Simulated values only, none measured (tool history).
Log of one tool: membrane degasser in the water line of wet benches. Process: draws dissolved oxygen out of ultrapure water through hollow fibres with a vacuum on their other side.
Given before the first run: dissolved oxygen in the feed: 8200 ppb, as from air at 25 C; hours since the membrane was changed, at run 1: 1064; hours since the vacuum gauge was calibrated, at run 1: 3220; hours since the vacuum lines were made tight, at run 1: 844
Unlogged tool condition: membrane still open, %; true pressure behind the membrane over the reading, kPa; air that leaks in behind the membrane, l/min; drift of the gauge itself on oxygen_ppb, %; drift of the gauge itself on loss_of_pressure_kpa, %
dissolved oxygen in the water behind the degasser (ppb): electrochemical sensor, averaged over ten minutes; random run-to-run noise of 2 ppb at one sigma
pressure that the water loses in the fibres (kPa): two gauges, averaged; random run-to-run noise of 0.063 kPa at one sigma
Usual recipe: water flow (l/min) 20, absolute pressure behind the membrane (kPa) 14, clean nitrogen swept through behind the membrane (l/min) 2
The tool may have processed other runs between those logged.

run    hour  water flow (l/min)  absolute pressure behind the membrane (kPa)  clean nitrogen swept through behind the membrane (l/min)  hours since the membrane was changed  hours since the vacuum gauge was calibrated  hours since the vacuum lines were made tight  dissolved oxygen in the water behind the degasser (ppb)  pressure that the water loses in the fibres (kPa)
  1       0                  20                                           14                                                         2                                  1064                                         3220                                           844                                                    459.7                                              28.43
  2    34.1                  19                                           14                                                         2                                  1098                                         3254                                           879                                                    424.3                                              27.14
  3    80.4                  19                                           14                                                         2                                  1144                                         3300                                           925                                                    424.3                                              26.97
  4   124.2                  20                                           14                                                         2                                  1188                                         3344                                           969                                                    456.4                                              28.54
  5   180.3                  20                                           14                                                         2                                  1244                                         3400                                          1025                                                    461.6                                              28.45
  6   221.5                  32                                           14                                                         2                                  1285                                         3441                                          1066                                                    879.4                                              45.64
  7   268.9                  32                                           14                                                         2                                  1333                                         3489                                          1113                                                    881.8                                              45.71
  8     323                  32                                           14                                                         2                                  1387                                         3543                                          1167                                                    880.5                                              45.74
  9   352.6                  32                                           14                                                         2                                  1417                                         3572                                          1197                                                    884.8                                               45.8
 10     388                  32                                           14                                                         2                                  1452                                         3608                                          1232                                                    876.2                                              45.67
 11   415.6                  20                                         27.7                                                         2                                  1479                                         3635                                          1260                                                    743.7                                              28.51
 12     447                  20                                           14                                                         2                                  1511                                         3667                                          1291                                                    459.1                                              28.57
 13   472.4                  20                                           14                                                         2                                  1536                                         3692                                          1317                                                    458.4                                              28.53
 14   526.2                  20                                           14                                                      3.59                                  1590                                         3746                                          1371                                                    357.6                                              28.61
 15   578.2                  20                                         22.1                                                      3.59                                  1642                                         3798                                          1423                                                    456.6                                              28.55
 16   629.1                  20                                           14                                                         2                                  1693                                         3849                                          1474                                                    464.7                                              28.59
        633  -- vacuum gauge calibrated
 17   679.1                  29                                         12.5                                                      1.35                                  1742                                           46                                          1523                                                    854.3                                              41.46
 18   711.3                  13                                           15                                                       2.7                                  1775                                           78                                          1555                                                    210.3                                              18.66
 19     743                  21                                         11.5                                                      1.85                                  1806                                          110                                          1587                                                    452.6                                              30.05
 20   794.5                  16                                           14                                                         2                                  1858                                          162                                          1638                                                    331.4                                              22.91
 21   851.7                  22                                           14                                                         2                                  1915                                          219                                          1696                                                    532.3                                              31.55
 22   876.5                  21                                           14                                                      4.32                                  1940                                          244                                          1720                                                      363                                              30.03
 23   911.2                  17                                         13.6                                                      2.07                                  1975                                          278                                          1755                                                    347.9                                              24.29
 24   947.1                  24                                         19.1                                                      1.14                                  2011                                          314                                          1791                                                    978.5                                              34.43
      990.2  -- vacuum gauge calibrated, once more
 25  1001.9                  13                                         25.5                                                      1.36                                  2065                                           12                                          1845                                                    544.9                                              18.58
 26  1042.4                  15                                         10.3                                                      1.11                                  2105                                           52                                          1886                                                    320.6                                              21.54
 27  1078.5                  15                                           10                                                      0.82                                  2141                                           88                                          1922                                                      376                                              21.46
 28  1117.5                  27                                          8.5                                                      1.15                                  2180                                          127                                          1961                                                    642.1                                              38.65
 29  1170.9                  27                                         14.6                                                      1.15                                  2234                                          181                                          2014                                                    908.1                                               38.7
 30  1228.6                  20                                          9.7                                                      2.09                                  2292                                          238                                          2072                                                    356.7                                              28.76
 31    1283                  16                                         14.8                                                      0.82                                  2346                                          293                                          2126                                                    594.6                                              22.93
 32  1342.1                  16                                         14.8                                                      0.82                                  2405                                          352                                          2186                                                    603.6                                              22.96

Predict each of these 4 candidate next runs independently; none follows another, all start after run 32:
  A  1382.4                  12                                           14                                                      4.84                                  2445                                          392                                          2226                                                        ?                                                  ?
  B  1382.4                  20                                         18.6                                                         2                                  2445                                          392                                          2226                                                        ?                                                  ?
  C  1382.4                  16                                          9.3                                                      2.93                                  2445                                          392                                          2226                                                        ?                                                  ?
  D  1382.4                  18                                         23.2                                                      1.64                                  2445                                          392                                          2226                                                        ?                                                  ?

run  dissolved oxygen in the water behind the degasser (ppb)  pressure that the water loses in the fibres (kPa)
  A                                                    124.1                                              17.08
  B                                                    552.4                                              28.75
  C                                                    207.7                                              22.97
  D                                                      641                                              25.87
Take away the tool's hidden state, keep each run's random variation, and the runs would have read:
run  dissolved oxygen in the water behind the degasser (ppb)  pressure that the water loses in the fibres (kPa)
  A                                                    120.1                                              16.88
  B                                                    542.2                                              28.41
  C                                                    201.3                                               22.7
  D                                                    631.3                                              25.57
